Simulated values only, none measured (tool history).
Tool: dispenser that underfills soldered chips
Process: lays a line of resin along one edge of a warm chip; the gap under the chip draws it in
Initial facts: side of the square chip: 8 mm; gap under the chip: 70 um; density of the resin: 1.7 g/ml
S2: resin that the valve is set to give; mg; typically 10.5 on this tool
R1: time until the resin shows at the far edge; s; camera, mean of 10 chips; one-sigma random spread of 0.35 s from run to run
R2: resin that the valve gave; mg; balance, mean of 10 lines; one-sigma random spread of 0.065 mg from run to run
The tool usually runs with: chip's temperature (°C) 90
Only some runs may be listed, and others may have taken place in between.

Run 1, hour 0: usual settings. Result: R1 26.8 s, R2 9.65 mg.
Run 2, hour 7.7: usual settings but chip's temperature (°C) 105. Result: R1 15.5 s, R2 9.5 mg.
Run 3, hour 23.8: usual settings. Result: R1 27.6 s, R2 10.47 mg.
Run 4, hour 38.1: usual settings but chip's temperature (°C) 75. Result: R1 31.1 s, R2 10.4 mg.
Run 5, hour 47.4: usual settings but chip's temperature (°C) 92. Result: R1 18.6 s, R2 10.38 mg.
Run 6, hour 62.9: usual settings. Result: R1 23.2 s, R2 10.3 mg.
Run 7, hour 70.1: usual settings. Result: R1 19.8 s, R2 10.16 mg.
Run 8, hour 84.3: usual settings but chip's temperature (°C) 101. Result: R1 18.3 s, R2 10.15 mg.
Run 9, hour 98.5: usual settings but S2 9 mg. Result: R1 30.9 s, R2 8.57 mg.
Run 10, hour 112.6: usual settings but S2 9 mg. Result: R1 21.9 s, R2 8.46 mg.
Run 11, hour 124.5: usual settings but S2 9 mg. Result: R1 23.6 s, R2 8.51 mg.
Run 12, hour 137.6: usual settings but S2 9 mg. Result: R1 27.7 s, R2 8.43 mg.
Run 13, hour 150.2: usual settings. Result: R1 29.9 s, R2 9.83 mg.
Run 14, hour 162: usual settings. Result: R1 30.5 s, R2 9.64 mg.
Run 15, hour 177.3: usual settings. Result: R1 22.1 s, R2 9.67 mg.
Run 16, hour 185.8: usual settings. Result: R1 20.4 s, R2 9.63 mg.
Run 17, hour 197.6: usual settings but chip's temperature (°C) 83. Result: R1 27.1 s, R2 9.54 mg.
Run 18, hour 212.8: usual settings but chip's temperature (°C) 101, S2 11.5 mg. Result: R1 19.4 s, R2 11.46 mg.
Run 19, hour 222.7: usual settings but chip's temperature (°C) 94, S2 11 mg. Result: R1 21.9 s, R2 10.99 mg.
Run 20, hour 230.4: usual settings but chip's temperature (°C) 94, S2 11 mg. Result: R1 19.7 s, R2 10.92 mg.
Run 21, hour 237.1: usual settings but chip's temperature (°C) 97, S2 10.4 mg. Result: R1 15 s, R2 10.24 mg.
Run 22, hour 246.1: usual settings but chip's temperature (°C) 82, S2 11.4 mg. Result: R1 34.9 s, R2 11.2 mg.
Run 23, hour 254.4: usual settings but chip's temperature (°C) 77, S2 13.6 mg. Result: R1 37.7 s, R2 13.27 mg.
Run 24, hour 268.5: usual settings but chip's temperature (°C) 88, S2 10.1 mg. Result: R1 20.4 s, R2 9.75 mg.
Run 25, hour 282.2: usual settings but chip's temperature (°C) 88, S2 10.1 mg. Result: R1 22.2 s, R2 9.68 mg.
Run 26, hour 297.3: usual settings but chip's temperature (°C) 80. Result: R1 35.9 s, R2 10.1 mg.
Run 27, hour 305.9: usual settings but chip's temperature (°C) 92, S2 12.5 mg. Result: R1 22.2 s, R2 11.93 mg.
Run 28, hour 313.4: usual settings but chip's temperature (°C) 100, S2 9.5 mg. Result: R1 17.2 s, R2 8.9 mg.
Run 29, hour 325.8: usual settings but chip's temperature (°C) 100, S2 9.5 mg. Result: R1 18.8 s, R2 8.78 mg.
Run 30, hour 334.8: usual settings but chip's temperature (°C) 92, S2 10.1 mg. Result: R1 21.4 s, R2 9.43 mg.
Run 31, hour 342.7: usual settings but chip's temperature (°C) 102, S2 11.4 mg. Result: R1 13.8 s, R2 10.68 mg.
Run 32, hour 357: usual settings but S2 9.6 mg. Result: R1 24.6 s, R2 8.9 mg.
Run 33, hour 367.5: usual settings but chip's temperature (°C) 103. Result: R1 17.3 s, R2 9.61 mg.

Not shown: 37 entries that the log had between the listed runs. Between which runs, and how does the tool's hidden state differ before and after?
Runs 1 to 2: new syringe of resin (hour 4.1)
  resin's viscosity, % of fresh resin's: 144.6 -> 119.2; dose that the valve gives, % of what is set: 91.36 -> 90.95; true chip temperature over the reading, C: 1.38 -> 1.39
  measured minus no-state result, R1: +8.2 -> +2.4 s; R2: -0.91 -> -0.95 mg
Runs 2 to 3: new syringe of resin (hour 14.9); dispensing valve cleaned and set on the balance (hour 22.4)
  resin's viscosity, % of fresh resin's: 119.2 -> 153.6; dose that the valve gives, % of what is set: 90.95 -> 100.1; true chip temperature over the reading, C: 1.39 -> 1.43
  measured minus no-state result, R1: +2.4 -> +8.9 s; R2: -0.95 -> +0.01 mg
Runs 3 to 4: new syringe of resin (hour 25.8); new syringe of resin (hour 36)
  resin's viscosity, % of fresh resin's: 153.6 -> 113.1; dose that the valve gives, % of what is set: 100.1 -> 99.39; true chip temperature over the reading, C: 1.43 -> 1.46
  measured minus no-state result, R1: +8.9 -> +2.5 s; R2: +0.01 -> -0.07 mg
Runs 4 to 5: new syringe of resin (hour 46.4)
  resin's viscosity, % of fresh resin's: 113.1 -> 104.8; dose that the valve gives, % of what is set: 99.39 -> 98.87; true chip temperature over the reading, C: 1.46 -> 1.48
  measured minus no-state result, R1: +2.5 -> +0.2 s; R2: -0.07 -> -0.12 mg
Runs 5 to 6: new syringe of resin (hour 57.6)
  resin's viscosity, % of fresh resin's: 104.8 -> 130.4; dose that the valve gives, % of what is set: 98.87 -> 98.11; true chip temperature over the reading, C: 1.48 -> 1.51
  measured minus no-state result, R1: +0.2 -> +4.8 s; R2: -0.12 -> -0.2 mg
Runs 6 to 7: new syringe of resin (hour 68.3)
  resin's viscosity, % of fresh resin's: 130.4 -> 110.2; dose that the valve gives, % of what is set: 98.11 -> 97.74; true chip temperature over the reading, C: 1.51 -> 1.53
  measured minus no-state result, R1: +4.8 -> +1.2 s; R2: -0.2 -> -0.24 mg
Runs 7 to 8: new syringe of resin (hour 78.9)
  resin's viscosity, % of fresh resin's: 110.2 -> 131.2; dose that the valve gives, % of what is set: 97.74 -> 96.96; true chip temperature over the reading, C: 1.53 -> 1.56
  measured minus no-state result, R1: +1.2 -> +3.9 s; R2: -0.24 -> -0.32 mg
Runs 8 to 9: new syringe of resin (hour 89.9)
  resin's viscosity, % of fresh resin's: 131.2 -> 157.4; dose that the valve gives, % of what is set: 96.96 -> 96.12; true chip temperature over the reading, C: 1.56 -> 1.59
  measured minus no-state result, R1: +3.9 -> +10.7 s; R2: -0.32 -> -0.35 mg
Runs 9 to 10: new syringe of resin (hour 100.5); new syringe of resin (hour 110.8)
  resin's viscosity, % of fresh resin's: 157.4 -> 110.7; dose that the valve gives, % of what is set: 96.12 -> 95.33; true chip temperature over the reading, C: 1.59 -> 1.62
  measured minus no-state result, R1: +10.7 -> +1.7 s; R2: -0.35 -> -0.42 mg
Runs 10 to 11: new syringe of resin (hour 121)
  resin's viscosity, % of fresh resin's: 110.7 -> 121; dose that the valve gives, % of what is set: 95.33 -> 94.73; true chip temperature over the reading, C: 1.62 -> 1.65
  measured minus no-state result, R1: +1.7 -> +3.7 s; R2: -0.42 -> -0.47 mg
Runs 11 to 12: new syringe of resin (hour 131)
  resin's viscosity, % of fresh resin's: 121 -> 143.5; dose that the valve gives, % of what is set: 94.73 -> 94.02; true chip temperature over the reading, C: 1.65 -> 1.68
  measured minus no-state result, R1: +3.7 -> +8.1 s; R2: -0.47 -> -0.53 mg
Runs 12 to 13: new syringe of resin (hour 141.7)
  resin's viscosity, % of fresh resin's: 143.5 -> 156.8; dose that the valve gives, % of what is set: 94.02 -> 93.36; true chip temperature over the reading, C: 1.68 -> 1.7
  measured minus no-state result, R1: +8.1 -> +10.1 s; R2: -0.53 -> -0.7 mg
Runs 13 to 14: new syringe of resin (hour 152.5)
  resin's viscosity, % of fresh resin's: 156.8 -> 164.5; dose that the valve gives, % of what is set: 93.36 -> 92.77; true chip temperature over the reading, C: 1.7 -> 1.73
  measured minus no-state result, R1: +10.1 -> +11.5 s; R2: -0.7 -> -0.76 mg
Runs 14 to 15: new syringe of resin (hour 163.1); new syringe of resin (hour 173.1)
  resin's viscosity, % of fresh resin's: 164.5 -> 125.5; dose that the valve gives, % of what is set: 92.77 -> 91.92; true chip temperature over the reading, C: 1.73 -> 1.76
  measured minus no-state result, R1: +11.5 -> +4.2 s; R2: -0.76 -> -0.85 mg
Runs 15 to 16: new syringe of resin (hour 184.1)
  resin's viscosity, % of fresh resin's: 125.5 -> 111; dose that the valve gives, % of what is set: 91.92 -> 91.45; true chip temperature over the reading, C: 1.76 -> 1.78
  measured minus no-state result, R1: +4.2 -> +1.6 s; R2: -0.85 -> -0.9 mg
Runs 16 to 17: new syringe of resin (hour 194.2)
  resin's viscosity, % of fresh resin's: 111 -> 119.8; dose that the valve gives, % of what is set: 91.45 -> 90.79; true chip temperature over the reading, C: 1.78 -> 1.81
  measured minus no-state result, R1: +1.6 -> +3.9 s; R2: -0.9 -> -0.96 mg
Runs 17 to 18: new syringe of resin (hour 204.7); dispensing valve cleaned and set on the balance (hour 210.7)
  resin's viscosity, % of fresh resin's: 119.8 -> 146; dose that the valve gives, % of what is set: 90.79 -> 100.03; true chip temperature over the reading, C: 1.81 -> 1.84
  measured minus no-state result, R1: +3.9 -> +5.6 s; R2: -0.96 -> +0.01 mg
Runs 18 to 19: new syringe of resin (hour 216.3)
  resin's viscosity, % of fresh resin's: 146 -> 136.7; dose that the valve gives, % of what is set: 100.03 -> 99.51; true chip temperature over the reading, C: 1.84 -> 1.86
  measured minus no-state result, R1: +5.6 -> +5.1 s; R2: +0.01 -> -0.06 mg
Runs 19 to 20: new syringe of resin (hour 226.8)
  resin's viscosity, % of fresh resin's: 136.7 -> 121.2; dose that the valve gives, % of what is set: 99.51 -> 99.08; true chip temperature over the reading, C: 1.86 -> 1.88
  measured minus no-state result, R1: +5.1 -> +2.6 s; R2: -0.06 -> -0.1 mg
Runs 20 to 21: new syringe of resin (hour 237.1)
  resin's viscosity, % of fresh resin's: 121.2 -> 99.4; dose that the valve gives, % of what is set: 99.08 -> 98.72; true chip temperature over the reading, C: 1.88 -> 1.89
  measured minus no-state result, R1: +2.6 -> -0.8 s; R2: -0.1 -> -0.14 mg
Runs 22 to 23: new syringe of resin (hour 247)
  resin's viscosity, % of fresh resin's: 160 -> 148.7; dose that the valve gives, % of what is set: 98.26 -> 97.77; true chip temperature over the reading, C: 1.91 -> 1.93
  measured minus no-state result, R1: +11.9 -> +10.9 s; R2: -0.2 -> -0.31 mg
Runs 23 to 24: new syringe of resin (hour 257.3); new syringe of resin (hour 268.1)
  resin's viscosity, % of fresh resin's: 148.7 -> 103.4; dose that the valve gives, % of what is set: 97.77 -> 97.01; true chip temperature over the reading, C: 1.93 -> 1.96
  measured minus no-state result, R1: +10.9 -> -0.2 s; R2: -0.31 -> -0.3 mg
Runs 24 to 25: new syringe of resin (hour 279.2)
  resin's viscosity, % of fresh resin's: 103.4 -> 115; dose that the valve gives, % of what is set: 97.01 -> 96.26; true chip temperature over the reading, C: 1.96 -> 1.99
  measured minus no-state result, R1: -0.2 -> +2 s; R2: -0.3 -> -0.38 mg
Runs 25 to 26: new syringe of resin (hour 289.4)
  resin's viscosity, % of fresh resin's: 115 -> 151.7; dose that the valve gives, % of what is set: 96.26 -> 95.43; true chip temperature over the reading, C: 1.99 -> 2.02
  measured minus no-state result, R1: +2 -> +11.1 s; R2: -0.38 -> -0.48 mg
Runs 26 to 27: new syringe of resin (hour 299.8)
  resin's viscosity, % of fresh resin's: 151.7 -> 136; dose that the valve gives, % of what is set: 95.43 -> 94.96; true chip temperature over the reading, C: 2.02 -> 2.04
  measured minus no-state result, R1: +11.1 -> +5.2 s; R2: -0.48 -> -0.63 mg
Runs 27 to 28: new syringe of resin (hour 310.8)
  resin's viscosity, % of fresh resin's: 136 -> 115.5; dose that the valve gives, % of what is set: 94.96 -> 94.53; true chip temperature over the reading, C: 2.04 -> 2.06
  measured minus no-state result, R1: +5.2 -> +1.8 s; R2: -0.63 -> -0.52 mg
Runs 28 to 29: new syringe of resin (hour 321.1)
  resin's viscosity, % of fresh resin's: 115.5 -> 129.1; dose that the valve gives, % of what is set: 94.53 -> 93.81; true chip temperature over the reading, C: 2.06 -> 2.09
  measured minus no-state result, R1: +1.8 -> +3.9 s; R2: -0.52 -> -0.59 mg
Runs 29 to 30: new syringe of resin (hour 331.1)
  resin's viscosity, % of fresh resin's: 129.1 -> 122.3; dose that the valve gives, % of what is set: 93.81 -> 93.36; true chip temperature over the reading, C: 2.09 -> 2.11
  measured minus no-state result, R1: +3.9 -> +3.3 s; R2: -0.59 -> -0.67 mg
Runs 30 to 31: new syringe of resin (hour 341.7)
  resin's viscosity, % of fresh resin's: 122.3 -> 105.5; dose that the valve gives, % of what is set: 93.36 -> 92.96; true chip temperature over the reading, C: 2.11 -> 2.12
  measured minus no-state result, R1: +3.3 -> +0.2 s; R2: -0.67 -> -0.8 mg
Runs 31 to 32: new syringe of resin (hour 351.9)
  resin's viscosity, % of fresh resin's: 105.5 -> 130.3; dose that the valve gives, % of what is set: 92.96 -> 92.15; true chip temperature over the reading, C: 2.12 -> 2.16
  measured minus no-state result, R1: +0.2 -> +5.2 s; R2: -0.8 -> -0.75 mg
Runs 32 to 33: new syringe of resin (hour 362.2)
  resin's viscosity, % of fresh resin's: 130.3 -> 134.8; dose that the valve gives, % of what is set: 92.15 -> 91.58; true chip temperature over the reading, C: 2.16 -> 2.18
  measured minus no-state result, R1: +5.2 -> +4.1 s; R2: -0.75 -> -0.88 mg

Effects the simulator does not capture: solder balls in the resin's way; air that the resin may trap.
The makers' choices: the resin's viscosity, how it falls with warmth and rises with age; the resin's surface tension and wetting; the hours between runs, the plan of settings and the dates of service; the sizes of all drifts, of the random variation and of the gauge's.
